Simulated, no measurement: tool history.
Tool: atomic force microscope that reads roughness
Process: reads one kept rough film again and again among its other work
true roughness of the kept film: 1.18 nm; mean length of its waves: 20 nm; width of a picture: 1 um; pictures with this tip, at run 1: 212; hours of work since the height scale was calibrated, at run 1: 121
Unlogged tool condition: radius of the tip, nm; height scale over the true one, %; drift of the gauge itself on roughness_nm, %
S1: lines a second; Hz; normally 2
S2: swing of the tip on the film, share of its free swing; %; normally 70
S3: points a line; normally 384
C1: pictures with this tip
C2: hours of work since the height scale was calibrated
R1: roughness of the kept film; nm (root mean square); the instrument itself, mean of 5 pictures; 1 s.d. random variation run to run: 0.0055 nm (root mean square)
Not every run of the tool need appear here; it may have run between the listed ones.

run,hour,S1,S2,S3,C1,C2,R1
1,0,2,70,384,212,121,0.801
# hour 10.1: new tip fitted
2,49.8,2,70,384,61,147,0.901
3,94.1,2,70,384,129,171,0.859
4,128.6,2,70,384,182,189,0.831
# hour 157.2: new tip fitted
5,157.2,2,70,384,0,204,0.945
6,225.6,2,70,384,105,240,0.86
7,268.6,2,64,384,171,263,0.872
# hour 304.5: new tip fitted
8,325.9,2.1,70,384,33,293,0.913
9,357.7,1.19,70,384,82,310,0.924
10,403.9,2,70,384,153,334,0.858
11,437.8,2,70,384,205,352,0.827
# hour 452.2: new tip fitted
12,481.9,2,70,384,46,375,0.913
13,530.5,2,70,620,121,401,0.869
14,585.5,2,70,620,206,430,0.821
# hour 602.1: new tip fitted
15,626.6,2,70,620,37,451,0.917
16,674.5,2.73,70,384,111,476,0.832
17,711,2,84,384,167,496,0.74
# hour 715.4: height scale calibrated on a step standard
# hour 752.6: new tip fitted
18,762.7,2,84,384,16,25,0.84
19,796.4,1.14,63,384,68,43,0.978
20,842.9,3.85,67,758,139,67,0.818
21,886.4,2,56,603,206,90,0.884
# hour 902.8: new tip fitted
22,931.4,0.71,78,752,44,114,0.968
23,981.3,3.02,74,384,121,140,0.785
# hour 996.4: height scale calibrated on a step standard, once more
24,1010.5,2,70,327,164,7,0.842
# hour 1051.8: new tip fitted
25,1061.1,2.91,83,691,14,34,0.773
26,1098.4,2.91,83,691,72,54,0.749
27,1149.6,0.94,83,1020,151,81,0.854
28,1184.1,2.15,83,1020,204,99,0.724
# hour 1199.6: new tip fitted
29,1234.3,1.71,73,1020,53,125,0.928
30,1282.9,1.71,73,1020,128,151,0.876
31,1323.7,2,62,523,191,172,0.875
# hour 1349.1: new tip fitted
32,1383.3,0.9,80,384,53,204,0.933
33,1441.9,0.52,90,557,143,235,0.89

A few steps of R1 between consecutive runs. Split each: what settings, incoming material and random variation would produce without the hidden state, and what is left over for the hidden state, along with gauge scatter present in only one of the two compared results (measured, and without hidden state):
Run 1 -> 2: new tip fitted. R1 +0.1 nm (root mean square): hidden state +0.1, all else +0.
Run 4 -> 5: new tip fitted. R1 +0.114 nm (root mean square): hidden state +0.118, all else -0.004.
Run 19 -> 20: S1 1.14 -> 3.85, S2 63 -> 67, S3 384 -> 758. R1 -0.16 nm (root mean square): hidden state -0.038, all else -0.122.
Run 21 -> 22: S1 2 -> 0.71, S2 56 -> 78, S3 603 -> 752, new tip fitted. R1 +0.084 nm (root mean square): hidden state +0.113, all else -0.029.
Run 22 -> 23: S1 0.71 -> 3.02, S2 78 -> 74, S3 752 -> 384. R1 -0.183 nm (root mean square): hidden state -0.043, all else -0.14.
Run 28 -> 29: S1 2.15 -> 1.71, S2 83 -> 73, new tip fitted. R1 +0.204 nm (root mean square): hidden state +0.092, all else +0.112.
